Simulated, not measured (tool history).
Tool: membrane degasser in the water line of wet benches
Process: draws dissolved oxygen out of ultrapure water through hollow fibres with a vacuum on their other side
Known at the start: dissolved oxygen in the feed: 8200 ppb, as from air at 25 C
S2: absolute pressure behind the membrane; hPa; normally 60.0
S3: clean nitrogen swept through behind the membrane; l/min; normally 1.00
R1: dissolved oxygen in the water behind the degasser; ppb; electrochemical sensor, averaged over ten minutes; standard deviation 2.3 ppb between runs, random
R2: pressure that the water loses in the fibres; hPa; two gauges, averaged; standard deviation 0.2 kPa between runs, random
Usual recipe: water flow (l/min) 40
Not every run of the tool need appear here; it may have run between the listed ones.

Run 1, hour 0.0: usual settings. Result: R1 236.1 ppb, R2 448.2 hPa.
At hour 88.3: vacuum gauge calibrated.
Run 2, hour 234.5: usual settings but S3 0.55 l/min. Result: R1 361.3 ppb, R2 444.3 hPa.
Run 3, hour 462.0: usual settings but S3 1.01 l/min. Result: R1 237.5 ppb, R2 453.5 hPa.
Run 4, hour 682.0: usual settings but S3 1.01 l/min. Result: R1 240.9 ppb, R2 447.6 hPa.
Run 5, hour 837.4: usual settings but S3 1.01 l/min. Result: R1 240.6 ppb, R2 451.6 hPa.
Run 6, hour 1053.8: usual settings but S2 115.6 hPa. Result: R1 654.0 ppb, R2 451.4 hPa.
At hour 1158.5: vacuum gauge calibrated, once more.
Run 7, hour 1264.1: usual settings but S3 0.75 l/min. Result: R1 281.4 ppb, R2 448.2 hPa.
Run 8, hour 1471.9: usual settings but S3 0.75 l/min. Result: R1 286.1 ppb, R2 452.6 hPa.
Run 9, hour 1594.4: usual settings but S3 1.14 l/min. Result: R1 210.9 ppb, R2 455.2 hPa.
Run 10, hour 1708.8: usual settings. Result: R1 227.0 ppb, R2 456.1 hPa.
Run 11, hour 1943.0: usual settings but S2 59.9 hPa. Result: R1 234.4 ppb, R2 456.4 hPa.
Run 12, hour 2048.5: usual settings but S2 59.9 hPa. Result: R1 230.7 ppb, R2 453.5 hPa.
Run 13, hour 2256.7: usual settings but S2 59.9 hPa. Result: R1 231.0 ppb, R2 456.6 hPa.
Run 14, hour 2373.6: usual settings but S2 45.8 hPa, S3 1.08 l/min. Result: R1 118.2 ppb, R2 453.9 hPa.
Run 15, hour 2566.3: usual settings but water flow (l/min) 26, S2 57.1 hPa, S3 2.37 l/min. Result: R1 69.0 ppb, R2 293.6 hPa.
Run 16, hour 2735.5: usual settings but water flow (l/min) 27, S2 54.0 hPa, S3 1.76 l/min. Result: R1 80.5 ppb, R2 307.6 hPa.
Run 17, hour 2930.7: usual settings but water flow (l/min) 34, S3 0.44 l/min. Result: R1 363.9 ppb, R2 390.0 hPa.
Run 18, hour 3133.9: usual settings but water flow (l/min) 58, S2 129.1 hPa, S3 2.87 l/min. Result: R1 463.7 ppb, R2 664.6 hPa.
Run 19, hour 3353.0: usual settings but water flow (l/min) 58, S2 129.1 hPa, S3 2.87 l/min. Result: R1 475.0 ppb, R2 658.5 hPa.
Run 20, hour 3543.5: usual settings but water flow (l/min) 58, S2 57.0 hPa, S3 1.97 l/min. Result: R1 203.3 ppb, R2 664.5 hPa.
Run 21, hour 3677.8: usual settings but water flow (l/min) 30, S2 91.9 hPa, S3 0.75 l/min. Result: R1 464.6 ppb, R2 346.1 hPa.
Run 22, hour 3787.2: usual settings but water flow (l/min) 30, S2 91.9 hPa, S3 0.75 l/min. Result: R1 462.1 ppb, R2 345.7 hPa.
Run 23, hour 4017.4: usual settings but S2 57.5 hPa, S3 1.13 l/min. Result: R1 203.1 ppb, R2 464.7 hPa.

Below are 3 alternative next runs, each starting from the tool's condition after run 23. Predict each:
Run A, hour 4219.9: usual settings but water flow (l/min) 31. Result: R1 ?, R2 ?.
Run B, hour 4219.9: usual settings but water flow (l/min) 41. Result: R1 ?, R2 ?.
Run C, hour 4219.9: usual settings but water flow (l/min) 46, S3 1.03 l/min. Result: R1 ?, R2 ?.

run     R1     R2
  A  185.7  354.2
  B  248.3  473.7
  C  268.8  530.7
Had the tool no hidden state, the same runs would have come out as:
run     R1     R2
  A  180.5  330.4
  B  239.3  442.2
  C  257.5  495.2

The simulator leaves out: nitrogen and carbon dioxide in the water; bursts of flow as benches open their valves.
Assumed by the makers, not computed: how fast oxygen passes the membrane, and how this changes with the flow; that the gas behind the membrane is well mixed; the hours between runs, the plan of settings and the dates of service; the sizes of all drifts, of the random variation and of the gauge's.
